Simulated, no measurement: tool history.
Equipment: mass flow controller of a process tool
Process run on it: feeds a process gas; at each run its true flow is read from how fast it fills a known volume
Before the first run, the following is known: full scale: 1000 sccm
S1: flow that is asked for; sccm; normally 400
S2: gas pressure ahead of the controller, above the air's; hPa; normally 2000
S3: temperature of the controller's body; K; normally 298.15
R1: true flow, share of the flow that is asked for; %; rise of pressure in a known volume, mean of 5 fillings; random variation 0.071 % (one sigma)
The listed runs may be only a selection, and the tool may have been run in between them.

run,hour,S1,S2,S3,R1
1,0,400,2000,298.15,102.33
2,310,400,2370,298.15,102.23
3,626.3,400,2370,298.15,102.26
4,976.6,400,2370,298.15,102.23
5,1263.2,166,2000,298.15,101.65
6,1603.7,309,2000,298.15,102.22
7,1950.1,309,2000,298.15,102.2
8,2289.9,309,2000,298.15,102.36
9,2604.7,309,2000,298.15,102.3
10,2815,309,2000,298.15,102.28
11,3183.2,309,2000,298.15,102.35
12,3484.5,309,2000,295.15,102.67
13,3718.8,309,2000,295.15,102.77
# hour 3744.7: controller's zero set anew
14,3907.7,309,2000,295.15,102.51
15,4259.6,309,2020,295.15,102.46
# hour 4473.7: controller's zero set anew, once more
16,4619.1,743,2000,298.15,103.62
17,4883.1,400,2000,298.15,103.44
18,5071.6,649,2000,298.15,103.78
19,5254.6,127,2050,300.15,102.64
20,5601.2,186,2210,296.15,103.17
21,5865.8,186,2210,298.15,103.01
22,6038.4,186,2210,298.15,103
23,6338.8,132,2730,298.15,102.75
24,6600.7,132,2730,298.15,102.54
# hour 6673.8: controller exchanged for a calibrated one
25,6875.2,593,2480,300.15,99.53
26,7232.7,549,2800,297.15,100
27,7596.4,413,2740,312.15,98.12
28,7768.7,400,2000,293.15,100.42
29,8139.4,400,1820,297.15,99.97

Consider 3 possible next runs. They are alternatives, not a sequence: every one starts from the tool as it was left by run 29. What does each give?
A,8442.4,240,1910,299.15,?
B,8442.4,134,2000,310.15,?
C,8442.4,638,2070,301.15,?

run,R1
A,99.54
B,97.85
C,99.99
Take away the tool's hidden state, keep each run's random variation, and the runs would have read:
run,R1
A,99.22
B,97.85
C,99.41
